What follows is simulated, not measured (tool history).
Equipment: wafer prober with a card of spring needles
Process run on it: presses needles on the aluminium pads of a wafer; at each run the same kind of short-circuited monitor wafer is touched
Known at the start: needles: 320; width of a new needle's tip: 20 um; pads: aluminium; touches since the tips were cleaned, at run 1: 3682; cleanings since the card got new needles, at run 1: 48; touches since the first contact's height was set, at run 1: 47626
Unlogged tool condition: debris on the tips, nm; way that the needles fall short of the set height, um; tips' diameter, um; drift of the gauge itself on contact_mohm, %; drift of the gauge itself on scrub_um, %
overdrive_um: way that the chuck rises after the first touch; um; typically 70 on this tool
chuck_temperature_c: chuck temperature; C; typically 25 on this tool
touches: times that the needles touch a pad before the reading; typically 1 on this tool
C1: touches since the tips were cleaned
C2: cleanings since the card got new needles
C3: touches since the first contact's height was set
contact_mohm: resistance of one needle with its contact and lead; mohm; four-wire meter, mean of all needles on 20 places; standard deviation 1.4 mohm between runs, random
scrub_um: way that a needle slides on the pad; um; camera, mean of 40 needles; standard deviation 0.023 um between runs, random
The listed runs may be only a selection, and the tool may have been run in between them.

{"run": 1, "hour": 0.0, "overdrive_um": 70, "chuck_temperature_c": 25, "touches": 1, "C1": 3682, "C2": 48, "C3": 47626, "contact_mohm": 241, "scrub_um": 8.86}
{"hour": 3.2, "done": "tips cleaned on abrasive film"}
{"hour": 17.6, "done": "tips cleaned on abrasive film"}
{"run": 2, "hour": 24.2, "overdrive_um": 70, "chuck_temperature_c": 25, "touches": 1, "C1": 2260, "C2": 50, "C3": 55928, "contact_mohm": 221, "scrub_um": 8.89}
{"hour": 31.8, "done": "tips cleaned on abrasive film"}
{"hour": 46.0, "done": "tips cleaned on abrasive film"}
{"hour": 59.5, "done": "tips cleaned on abrasive film"}
{"run": 3, "hour": 59.5, "overdrive_um": 70, "chuck_temperature_c": 25, "touches": 1, "C1": 0, "C2": 53, "C3": 68073, "contact_mohm": 146, "scrub_um": 8.85}
{"hour": 67.6, "done": "height of the first contact set anew"}
{"hour": 75.2, "done": "tips cleaned on abrasive film"}
{"run": 4, "hour": 88.4, "overdrive_um": 70, "chuck_temperature_c": 25, "touches": 1, "C1": 4587, "C2": 54, "C3": 7186, "contact_mohm": 262, "scrub_um": 8.96}
{"hour": 91.1, "done": "tips cleaned on abrasive film"}
{"hour": 106.1, "done": "tips cleaned on abrasive film"}
{"hour": 120.1, "done": "tips cleaned on abrasive film"}
{"run": 5, "hour": 126.5, "overdrive_um": 70, "chuck_temperature_c": 25, "touches": 1, "C1": 2200, "C2": 57, "C3": 20274, "contact_mohm": 215, "scrub_um": 8.99}
{"hour": 134.0, "done": "tips cleaned on abrasive film"}
{"hour": 147.6, "done": "tips cleaned on abrasive film"}
{"run": 6, "hour": 148.1, "overdrive_um": 70, "chuck_temperature_c": 25, "touches": 1, "C1": 174, "C2": 59, "C3": 27720, "contact_mohm": 150, "scrub_um": 8.98}
{"hour": 161.7, "done": "tips cleaned on abrasive film"}
{"hour": 176.1, "done": "tips cleaned on abrasive film"}
{"run": 7, "hour": 180.9, "overdrive_um": 70, "chuck_temperature_c": 25, "touches": 1, "C1": 1654, "C2": 61, "C3": 38997, "contact_mohm": 199, "scrub_um": 8.89}
{"hour": 190.2, "done": "tips cleaned on abrasive film"}
{"hour": 204.3, "done": "tips cleaned on abrasive film"}
{"run": 8, "hour": 216.6, "overdrive_um": 70, "chuck_temperature_c": 25, "touches": 1, "C1": 4258, "C2": 63, "C3": 51317, "contact_mohm": 273, "scrub_um": 8.92}
{"hour": 218.9, "done": "tips cleaned on abrasive film"}
{"hour": 234.2, "done": "tips cleaned on abrasive film"}
{"run": 9, "hour": 247.1, "overdrive_um": 70, "chuck_temperature_c": 25, "touches": 3, "C1": 4465, "C2": 65, "C3": 61812, "contact_mohm": 182, "scrub_um": 8.92}
{"hour": 249.5, "done": "tips cleaned on abrasive film"}
{"hour": 265.1, "done": "tips cleaned on abrasive film"}
{"hour": 274.3, "done": "height of the first contact set anew"}
{"hour": 279.0, "done": "tips cleaned on abrasive film"}
{"run": 10, "hour": 279.6, "overdrive_um": 70, "chuck_temperature_c": 25, "touches": 1, "C1": 203, "C2": 68, "C3": 1811, "contact_mohm": 151, "scrub_um": 8.98}
{"hour": 293.3, "done": "tips cleaned on abrasive film"}
{"run": 11, "hour": 303.7, "overdrive_um": 70, "chuck_temperature_c": 25, "touches": 1, "C1": 3597, "C2": 69, "C3": 10124, "contact_mohm": 248, "scrub_um": 8.98}
{"hour": 308.5, "done": "tips cleaned on abrasive film"}
{"hour": 323.4, "done": "tips cleaned on abrasive film"}
{"hour": 338.0, "done": "tips cleaned on abrasive film"}
{"run": 12, "hour": 341.9, "overdrive_um": 70, "chuck_temperature_c": 115, "touches": 1, "C1": 1331, "C2": 72, "C3": 23262, "contact_mohm": 201, "scrub_um": 8.97}
{"hour": 354.1, "done": "tips cleaned on abrasive film"}
{"hour": 368.5, "done": "tips cleaned on abrasive film"}
{"run": 13, "hour": 378.3, "overdrive_um": 70, "chuck_temperature_c": 115, "touches": 1, "C1": 3411, "C2": 74, "C3": 35821, "contact_mohm": 248, "scrub_um": 8.91}
{"hour": 383.3, "done": "tips cleaned on abrasive film"}
{"hour": 398.4, "done": "tips cleaned on abrasive film"}
{"hour": 412.7, "done": "tips cleaned on abrasive film"}
{"run": 14, "hour": 415.8, "overdrive_um": 70, "chuck_temperature_c": 25, "touches": 1, "C1": 1101, "C2": 77, "C3": 48729, "contact_mohm": 192, "scrub_um": 8.89}
{"hour": 427.0, "done": "tips cleaned on abrasive film"}
{"hour": 441.1, "done": "tips cleaned on abrasive film"}
{"run": 15, "hour": 449.7, "overdrive_um": 70, "chuck_temperature_c": 29, "touches": 1, "C1": 2980, "C2": 79, "C3": 60406, "contact_mohm": 234, "scrub_um": 8.89}
{"hour": 456.0, "done": "tips cleaned on abrasive film"}
{"hour": 470.6, "done": "tips cleaned on abrasive film"}
{"hour": 481.7, "done": "height of the first contact set anew"}
{"run": 16, "hour": 483.0, "overdrive_um": 70, "chuck_temperature_c": 46, "touches": 1, "C1": 4204, "C2": 81, "C3": 452, "contact_mohm": 261, "scrub_um": 9.03}
{"hour": 485.2, "done": "tips cleaned on abrasive film"}
{"hour": 500.2, "done": "tips cleaned on abrasive film"}
{"run": 17, "hour": 501.7, "overdrive_um": 70, "chuck_temperature_c": 46, "touches": 1, "C1": 548, "C2": 83, "C3": 6879, "contact_mohm": 164, "scrub_um": 8.99}
{"hour": 515.6, "done": "tips cleaned on abrasive film"}
{"hour": 531.7, "done": "tips cleaned on abrasive film"}
{"run": 18, "hour": 532.3, "overdrive_um": 83, "chuck_temperature_c": 110, "touches": 1, "C1": 221, "C2": 85, "C3": 17411, "contact_mohm": 155, "scrub_um": 10.66}
{"hour": 548.2, "done": "tips cleaned on abrasive film"}
{"run": 19, "hour": 555.1, "overdrive_um": 50, "chuck_temperature_c": 80, "touches": 2, "C1": 2397, "C2": 86, "C3": 25257, "contact_mohm": 246, "scrub_um": 6.38}
{"hour": 563.6, "done": "tips cleaned on abrasive film"}
{"hour": 577.8, "done": "tips cleaned on abrasive film"}
{"run": 20, "hour": 582.6, "overdrive_um": 50, "chuck_temperature_c": 80, "touches": 2, "C1": 1669, "C2": 88, "C3": 34720, "contact_mohm": 222, "scrub_um": 6.36}
{"hour": 593.3, "done": "tips cleaned on abrasive film"}
{"hour": 607.6, "done": "tips cleaned on abrasive film"}
{"run": 21, "hour": 614.0, "overdrive_um": 50, "chuck_temperature_c": 55, "touches": 2, "C1": 2243, "C2": 90, "C3": 45556, "contact_mohm": 237, "scrub_um": 6.35}
{"hour": 624.2, "done": "tips cleaned on abrasive film"}
{"hour": 640.1, "done": "tips cleaned on abrasive film"}
{"run": 22, "hour": 645.4, "overdrive_um": 70, "chuck_temperature_c": 85, "touches": 1, "C1": 1838, "C2": 92, "C3": 56366, "contact_mohm": 216, "scrub_um": 8.88}
{"hour": 655.6, "done": "tips cleaned on abrasive film"}
{"run": 23, "hour": 662.1, "overdrive_um": 89, "chuck_temperature_c": 28, "touches": 2, "C1": 2233, "C2": 93, "C3": 62098, "contact_mohm": 165, "scrub_um": 11.36}
{"hour": 671.9, "done": "tips cleaned on abrasive film"}
{"hour": 687.0, "done": "tips cleaned on abrasive film"}
{"hour": 687.3, "done": "height of the first contact set anew"}
{"run": 24, "hour": 695.5, "overdrive_um": 65, "chuck_temperature_c": 93, "touches": 1, "C1": 2863, "C2": 95, "C3": 2863, "contact_mohm": 264, "scrub_um": 8.4}
{"hour": 700.8, "done": "tips cleaned on abrasive film"}
{"hour": 714.8, "done": "tips cleaned on abrasive film"}
{"hour": 728.7, "done": "tips cleaned on abrasive film"}
{"run": 25, "hour": 730.6, "overdrive_um": 73, "chuck_temperature_c": 62, "touches": 1, "C1": 661, "C2": 98, "C3": 14919, "contact_mohm": 173, "scrub_um": 9.36}
{"hour": 743.6, "done": "tips cleaned on abrasive film"}
{"hour": 757.4, "done": "tips cleaned on abrasive film"}
{"run": 26, "hour": 764.0, "overdrive_um": 71, "chuck_temperature_c": 44, "touches": 1, "C1": 2272, "C2": 100, "C3": 26405, "contact_mohm": 224, "scrub_um": 9.06}
{"hour": 772.6, "done": "tips cleaned on abrasive film"}
{"hour": 787.4, "done": "tips cleaned on abrasive film"}
{"hour": 802.2, "done": "tips cleaned on abrasive film"}
{"run": 27, "hour": 803.0, "overdrive_um": 89, "chuck_temperature_c": 30, "touches": 2, "C1": 292, "C2": 103, "C3": 39830, "contact_mohm": 139, "scrub_um": 11.35}
{"hour": 817.1, "done": "tips cleaned on abrasive film"}
{"run": 28, "hour": 820.8, "overdrive_um": 67, "chuck_temperature_c": 36, "touches": 2, "C1": 1287, "C2": 104, "C3": 45974, "contact_mohm": 177, "scrub_um": 8.52}
{"hour": 831.0, "done": "tips cleaned on abrasive film"}
{"hour": 845.5, "done": "tips cleaned on abrasive film"}
{"hour": 859.7, "done": "tips cleaned on abrasive film"}
{"run": 29, "hour": 859.7, "overdrive_um": 50, "chuck_temperature_c": 36, "touches": 1, "C1": 0, "C2": 107, "C3": 59351, "contact_mohm": 174, "scrub_um": 6.33}
{"hour": 874.3, "done": "tips cleaned on abrasive film"}
{"run": 30, "hour": 882.2, "overdrive_um": 50, "chuck_temperature_c": 36, "touches": 1, "C1": 2742, "C2": 108, "C3": 67094, "contact_mohm": 341, "scrub_um": 6.25}

Alternative continuations, all from the tool just after run 30; predict every row:
{"hour": 889.5, "done": "tips cleaned on abrasive film"}
{"hour": 894.3, "done": "height of the first contact set anew"}
{"hour": 904.1, "done": "tips cleaned on abrasive film"}
{"hour": 918.4, "done": "tips cleaned on abrasive film"}
{"run": "A", "hour": 919.4, "overdrive_um": 62, "chuck_temperature_c": 72, "touches": 1, "C1": 337, "C2": 111, "C3": 8613, "contact_mohm": "?", "scrub_um": "?"}
{"hour": 889.5, "done": "tips cleaned on abrasive film"}
{"hour": 894.3, "done": "height of the first contact set anew"}
{"hour": 904.1, "done": "tips cleaned on abrasive film"}
{"hour": 918.4, "done": "tips cleaned on abrasive film"}
{"run": "B", "hour": 919.4, "overdrive_um": 50, "chuck_temperature_c": 25, "touches": 3, "C1": 337, "C2": 111, "C3": 8613, "contact_mohm": "?", "scrub_um": "?"}
{"hour": 889.5, "done": "tips cleaned on abrasive film"}
{"hour": 894.3, "done": "height of the first contact set anew"}
{"hour": 904.1, "done": "tips cleaned on abrasive film"}
{"hour": 918.4, "done": "tips cleaned on abrasive film"}
{"run": "C", "hour": 919.4, "overdrive_um": 70, "chuck_temperature_c": 25, "touches": 1, "C1": 337, "C2": 111, "C3": 8613, "contact_mohm": "?", "scrub_um": "?"}

run=A contact_mohm=186 scrub_um=7.98
run=B contact_mohm=160 scrub_um=6.40
run=C contact_mohm=169 scrub_um=9.00
The same runs, with their run-to-run variation unchanged, on a tool lacking any hidden condition would have given:
run=A contact_mohm=141 scrub_um=8.01
run=B contact_mohm=133 scrub_um=6.42
run=C contact_mohm=131 scrub_um=9.02
